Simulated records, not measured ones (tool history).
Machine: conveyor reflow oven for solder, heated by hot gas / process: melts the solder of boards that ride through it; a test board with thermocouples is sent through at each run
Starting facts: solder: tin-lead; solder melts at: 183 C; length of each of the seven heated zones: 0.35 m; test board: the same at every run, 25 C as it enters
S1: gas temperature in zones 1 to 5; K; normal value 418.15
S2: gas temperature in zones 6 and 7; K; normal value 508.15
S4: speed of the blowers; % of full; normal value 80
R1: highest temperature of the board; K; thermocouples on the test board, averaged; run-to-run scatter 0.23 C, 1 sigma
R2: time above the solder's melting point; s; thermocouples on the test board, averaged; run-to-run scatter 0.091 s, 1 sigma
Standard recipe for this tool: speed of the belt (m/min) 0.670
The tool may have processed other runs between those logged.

{"run": 1, "hour": 0.0, "S1": 418.15, "S2": 508.15, "speed of the belt (m/min)": 0.67, "S4": 80, "R1": 496.75, "R2": 53.25}
{"run": 2, "hour": 18.6, "S1": 418.15, "S2": 508.15, "speed of the belt (m/min)": 0.67, "S4": 80, "R1": 496.55, "R2": 53.13}
{"run": 3, "hour": 50.0, "S1": 418.15, "S2": 508.15, "speed of the belt (m/min)": 0.67, "S4": 80, "R1": 496.55, "R2": 53.14}
{"run": 4, "hour": 71.6, "S1": 418.15, "S2": 508.15, "speed of the belt (m/min)": 0.67, "S4": 80, "R1": 496.85, "R2": 53.37}
{"run": 5, "hour": 105.2, "S1": 418.15, "S2": 508.15, "speed of the belt (m/min)": 0.67, "S4": 80, "R1": 496.25, "R2": 53.34}
{"run": 6, "hour": 123.5, "S1": 418.15, "S2": 508.15, "speed of the belt (m/min)": 0.67, "S4": 80, "R1": 496.35, "R2": 53.39}
{"run": 7, "hour": 148.0, "S1": 418.15, "S2": 508.15, "speed of the belt (m/min)": 0.67, "S4": 80, "R1": 496.85, "R2": 53.17}
{"run": 8, "hour": 177.2, "S1": 418.15, "S2": 508.15, "speed of the belt (m/min)": 0.67, "S4": 80, "R1": 496.65, "R2": 53.3}
{"run": 9, "hour": 194.3, "S1": 418.15, "S2": 513.15, "speed of the belt (m/min)": 0.67, "S4": 72, "R1": 499.95, "R2": 54.68}
{"run": 10, "hour": 211.8, "S1": 418.15, "S2": 513.15, "speed of the belt (m/min)": 0.582, "S4": 72, "R1": 503.95, "R2": 65.02}
{"run": 11, "hour": 235.9, "S1": 418.15, "S2": 513.15, "speed of the belt (m/min)": 0.582, "S4": 72, "R1": 503.35, "R2": 65.01}
{"run": 12, "hour": 256.8, "S1": 418.15, "S2": 513.15, "speed of the belt (m/min)": 0.582, "S4": 72, "R1": 503.35, "R2": 64.85}
{"run": 13, "hour": 273.8, "S1": 420.15, "S2": 508.15, "speed of the belt (m/min)": 0.648, "S4": 71, "R1": 496.95, "R2": 55.56}
{"run": 14, "hour": 306.3, "S1": 403.15, "S2": 508.15, "speed of the belt (m/min)": 0.606, "S4": 80, "R1": 497.45, "R2": 55.2}
{"run": 15, "hour": 325.1, "S1": 403.15, "S2": 508.15, "speed of the belt (m/min)": 0.776, "S4": 53, "R1": 483.95, "R2": 33.74}
{"run": 16, "hour": 351.3, "S1": 414.15, "S2": 508.15, "speed of the belt (m/min)": 0.642, "S4": 65, "R1": 495.15, "R2": 53.26}

What if the next run were any one of these 4? Each begins from the tool's condition after run 16:
{"run": "A", "hour": 371.3, "S1": 416.15, "S2": 523.15, "speed of the belt (m/min)": 0.67, "S4": 80, "R1": "?", "R2": "?"}
{"run": "B", "hour": 371.3, "S1": 418.15, "S2": 503.15, "speed of the belt (m/min)": 0.67, "S4": 80, "R1": "?", "R2": "?"}
{"run": "C", "hour": 371.3, "S1": 418.15, "S2": 508.15, "speed of the belt (m/min)": 0.67, "S4": 50, "R1": "?", "R2": "?"}
{"run": "D", "hour": 371.3, "S1": 414.15, "S2": 511.15, "speed of the belt (m/min)": 0.719, "S4": 52, "R1": "?", "R2": "?"}

run=A R1=510.05 R2=58.00
run=B R1=492.05 R2=50.97
run=C R1=491.55 R2=49.94
run=D R1=491.25 R2=44.88
Take away the tool's hidden state, keep each run's random variation, and the runs would have read:
run=A R1=510.15 R2=58.03
run=B R1=492.15 R2=51.02
run=C R1=491.65 R2=50.00
run=D R1=491.35 R2=44.93

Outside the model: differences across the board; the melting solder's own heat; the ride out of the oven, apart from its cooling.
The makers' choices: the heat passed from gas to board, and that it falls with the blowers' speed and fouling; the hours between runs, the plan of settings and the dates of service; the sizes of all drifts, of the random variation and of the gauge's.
